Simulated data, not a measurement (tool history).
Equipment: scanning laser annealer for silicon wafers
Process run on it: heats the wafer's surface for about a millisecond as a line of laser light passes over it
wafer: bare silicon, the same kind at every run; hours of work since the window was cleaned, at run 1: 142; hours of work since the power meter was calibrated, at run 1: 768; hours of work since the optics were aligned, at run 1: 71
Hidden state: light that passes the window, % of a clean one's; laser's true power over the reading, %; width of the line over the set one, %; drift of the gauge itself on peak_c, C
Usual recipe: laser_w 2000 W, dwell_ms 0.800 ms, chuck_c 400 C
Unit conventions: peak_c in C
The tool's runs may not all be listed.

| run | hour | laser_w | dwell_ms | chuck_c | hours of work since the window was cleaned | hours of work since the power meter was calibrated | hours of work since the optics were aligned | peak_c |
|---|---|---|---|---|---|---|---|---|
| 1 | 0.0 | 2000 | 0.800 | 400 | 142 | 768 | 71 | 1237 |
| 2 | 32.6 | 2000 | 0.800 | 373 | 159 | 785 | 88 | 1209 |
| 3 | 76.8 | 2000 | 0.666 | 373 | 181 | 807 | 110 | 1139 |
| 4 | 100.3 | 2000 | 0.666 | 373 | 193 | 819 | 122 | 1134 |
| 5 | 133.8 | 2000 | 0.666 | 373 | 210 | 836 | 139 | 1134 |
| 6 | 157.9 | 2000 | 0.666 | 373 | 222 | 848 | 151 | 1135 |
| 7 | 198.8 | 2000 | 0.666 | 373 | 243 | 869 | 172 | 1132 |
| 8 | 234.9 | 2000 | 0.666 | 373 | 261 | 887 | 190 | 1132 |
| 9 | 272.3 | 2000 | 0.666 | 373 | 280 | 906 | 209 | 1130 |
| 10 | 327.3 | 2000 | 0.800 | 372 | 308 | 934 | 237 | 1199 |
| 11 | 382.1 | 2000 | 0.800 | 372 | 335 | 962 | 264 | 1199 |
| 12 | 406.2 | 2000 | 0.800 | 400 | 347 | 974 | 277 | 1228 |
| 13 | 431.9 | 2000 | 0.800 | 400 | 360 | 987 | 290 | 1229 |
| 14 | 464.7 | 2000 | 0.800 | 400 | 377 | 1003 | 306 | 1226 |
| 15 | 514.7 | 2000 | 0.617 | 400 | 402 | 1029 | 331 | 1126 |
| 16 | 561.9 | 1845 | 0.756 | 397 | 426 | 1052 | 355 | 1120 |
| 17 | 616.8 | 1845 | 0.756 | 397 | 454 | 1080 | 383 | 1118 |
|  | 622.4 | laser's power meter calibrated |
| 18 | 650.9 | 2154 | 0.612 | 364 | 470 | 14 | 399 | 1157 |
| 19 | 705.4 | 2000 | 0.989 | 407 | 497 | 42 | 426 | 1318 |
| 20 | 750.1 | 2000 | 0.989 | 407 | 520 | 65 | 449 | 1318 |
|  | 802.7 | laser's power meter calibrated, once more |
| 21 | 802.7 | 2000 | 0.989 | 407 | 545 | 0 | 474 | 1313 |
| 22 | 834.3 | 2184 | 0.739 | 386 | 561 | 16 | 490 | 1262 |
| 23 | 880.3 | 1857 | 0.800 | 400 | 584 | 39 | 513 | 1138 |
| 24 | 904.5 | 2036 | 0.725 | 370 | 596 | 51 | 525 | 1163 |
| 25 | 943.1 | 2036 | 0.725 | 370 | 616 | 71 | 545 | 1167 |

5 ways to go on from here, each from the tool as it stands after run 25. What would each give?
|  | 971.4 | window over the wafer cleaned |
| A | 979.5 | 1857 | 0.725 | 369 | 4 | 88 | 562 | ? |
|  | 971.4 | window over the wafer cleaned |
| B | 979.5 | 2118 | 0.741 | 370 | 4 | 88 | 562 | ? |
|  | 971.4 | window over the wafer cleaned |
| C | 979.5 | 2066 | 0.903 | 417 | 4 | 88 | 562 | ? |
|  | 971.4 | window over the wafer cleaned |
| D | 979.5 | 2134 | 0.625 | 370 | 4 | 88 | 562 | ? |
|  | 971.4 | window over the wafer cleaned |
| E | 979.5 | 1774 | 0.984 | 370 | 4 | 88 | 562 | ? |

| run | peak_c |
|---|---|
| A | 1095 |
| B | 1240 |
| C | 1339 |
| D | 1177 |
| E | 1163 |
Stripped of hidden state, with their random variation kept, the same runs would have yielded:
| run | peak_c |
|---|---|
| A | 1101 |
| B | 1248 |
| C | 1347 |
| D | 1184 |
| E | 1170 |
